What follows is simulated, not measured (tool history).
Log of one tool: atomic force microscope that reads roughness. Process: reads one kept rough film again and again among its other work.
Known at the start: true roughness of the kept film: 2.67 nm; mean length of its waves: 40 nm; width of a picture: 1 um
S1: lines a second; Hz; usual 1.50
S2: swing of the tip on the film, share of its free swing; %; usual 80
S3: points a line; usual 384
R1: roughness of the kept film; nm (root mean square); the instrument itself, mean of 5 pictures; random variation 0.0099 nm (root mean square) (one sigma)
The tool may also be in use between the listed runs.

run,day,S1,S2,S3,R1
1,0.000,1.50,80,384,2.260
2,0.438,1.50,80,384,2.244
3,0.696,0.58,80,384,2.392
4,1.329,0.58,80,384,2.371
5,1.825,0.58,80,384,2.363
6,2.454,0.58,80,384,2.332
7,3.012,0.58,80,384,2.316
8,3.442,0.58,80,384,2.312
9,4.046,2.47,80,384,2.016
10,4.379,2.47,80,768,2.003
11,4.658,2.47,67,768,2.158
12,5.229,1.50,78,384,2.146
13,5.683,1.50,83,384,2.054
14,5.942,1.50,83,489,2.041
15,6.333,1.50,83,489,2.045
16,6.767,1.50,83,489,2.060
17,7.358,1.50,83,489,2.013
18,7.642,1.50,83,489,2.029
19,8.096,1.50,83,489,2.025
20,8.404,1.50,83,489,1.999
21,8.958,1.50,80,549,2.038
22,9.450,3.65,80,384,1.735
23,10.058,3.65,80,384,1.742
# day 10.354: new tip fitted
24,10.442,3.65,80,384,1.940
25,10.762,1.52,65,738,2.396
26,11.192,0.51,88,669,2.364
27,11.792,0.51,88,669,2.340
28,12.225,0.51,62,504,2.430
29,12.717,0.51,62,504,2.425
30,13.058,0.51,65,504,2.418
31,13.367,1.24,65,925,2.332
32,13.654,1.24,65,925,2.333
33,14.150,1.24,65,925,2.320
34,14.533,3.94,69,801,2.061
35,14.996,3.94,69,801,2.030
36,15.308,1.03,83,801,2.191
37,15.904,3.45,83,845,1.815
38,16.371,2.64,80,384,1.949
39,16.917,3.79,59,384,2.146
40,17.488,3.79,59,384,2.124
41,17.767,1.98,61,552,2.210
42,18.271,1.98,61,552,2.200
43,18.662,0.52,80,303,2.196
44,18.925,1.50,80,874,2.043
45,19.238,2.83,57,874,2.159
46,19.800,1.15,80,686,2.089
47,20.375,1.15,80,686,2.049

Some steps in R1 between neighbouring runs. How much of each would the tool show without its hidden state too (settings, what came in, random variation), and how much is left for the hidden state, with any gauge scatter that isn't in both results?
The hidden state here: radius of the tip, nm; height scale over the true one, %; drift of the gauge itself on roughness_nm, %.
Run 21 -> 22: S1 1.50 -> 3.65, S3 549 -> 384. R1 -0.303 nm (root mean square): hidden state +0.025, all else -0.328.
Run 23 -> 24: new tip fitted. R1 +0.198 nm (root mean square): hidden state +0.219, all else -0.021.
Run 24 -> 25: S1 3.65 -> 1.52, S2 80 -> 65, S3 384 -> 738. R1 +0.456 nm (root mean square): hidden state -0.013, all else +0.469.
Run 36 -> 37: S1 1.03 -> 3.45, S3 801 -> 845. R1 -0.376 nm (root mean square): hidden state +0.012, all else -0.388.
Run 38 -> 39: S1 2.64 -> 3.79, S2 80 -> 59. R1 +0.197 nm (root mean square): hidden state -0.032, all else +0.229.
